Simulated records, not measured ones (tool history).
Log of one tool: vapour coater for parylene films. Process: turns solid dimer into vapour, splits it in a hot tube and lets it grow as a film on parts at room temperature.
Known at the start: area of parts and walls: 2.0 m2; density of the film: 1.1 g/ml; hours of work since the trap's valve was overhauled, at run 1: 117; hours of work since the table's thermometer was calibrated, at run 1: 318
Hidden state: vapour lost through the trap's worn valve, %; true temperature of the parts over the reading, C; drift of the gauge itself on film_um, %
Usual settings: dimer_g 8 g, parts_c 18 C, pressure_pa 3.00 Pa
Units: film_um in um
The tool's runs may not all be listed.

| run | hour | dimer_g | parts_c | pressure_pa | hours of work since the trap's valve was overhauled | hours of work since the table's thermometer was calibrated | film_um |
|---|---|---|---|---|---|---|---|
| 1 | 0.0 | 8 | 18 | 3.00 | 117 | 318 | 2.508 |
| 2 | 31.0 | 8 | 18 | 3.00 | 130 | 330 | 2.503 |
| 3 | 48.8 | 12 | 18 | 3.00 | 137 | 338 | 3.774 |
| 4 | 78.8 | 12 | 18 | 3.00 | 149 | 350 | 3.742 |
| 5 | 100.0 | 8 | 18 | 3.00 | 158 | 359 | 2.482 |
| 6 | 124.5 | 8 | 25 | 3.00 | 168 | 369 | 1.829 |
| 7 | 140.2 | 8 | 25 | 3.00 | 174 | 375 | 1.829 |
| 8 | 166.4 | 8 | 18 | 3.00 | 185 | 386 | 2.465 |
| 9 | 194.8 | 8 | 18 | 3.00 | 197 | 398 | 2.467 |
| 10 | 219.8 | 8 | 18 | 3.00 | 207 | 408 | 2.461 |
|  | 239.4 | trap's valve overhauled |
| 11 | 255.8 | 8 | 18 | 3.00 | 7 | 421 | 2.606 |
| 12 | 269.2 | 8 | 18 | 3.00 | 12 | 426 | 2.616 |
| 13 | 294.3 | 8 | 18 | 3.00 | 23 | 437 | 2.609 |
| 14 | 309.2 | 8 | 17 | 3.00 | 29 | 443 | 2.703 |
| 15 | 330.2 | 14 | 18 | 3.00 | 37 | 451 | 4.554 |
| 16 | 345.4 | 14 | 18 | 3.00 | 43 | 458 | 4.527 |
| 17 | 359.8 | 14 | 18 | 3.00 | 49 | 464 | 4.517 |
| 18 | 375.7 | 14 | 18 | 3.00 | 56 | 470 | 4.516 |
|  | 379.8 | table's thermometer calibrated |
| 19 | 407.4 | 4 | 23 | 3.00 | 68 | 11 | 1.030 |
| 20 | 433.3 | 4 | 23 | 4.02 | 79 | 22 | 0.995 |
| 21 | 450.1 | 4 | 28 | 10.77 | 86 | 29 | 0.732 |
|  | 474.5 | table's thermometer calibrated, once more |
| 22 | 475.9 | 10 | 18 | 2.49 | 96 | 1 | 3.279 |
| 23 | 494.6 | 10 | 18 | 2.49 | 104 | 8 | 3.266 |
| 24 | 521.5 | 3 | 26 | 3.00 | 115 | 19 | 0.683 |

The next listed run, before its measurement:
| 25 | 549.3 | 8 | 26 | 3.49 | 126 | 31 | ? |

{"run 25": {"film_um": 1.773}}
Without the tool's hidden state the same run would have given film_um 1.831 um.
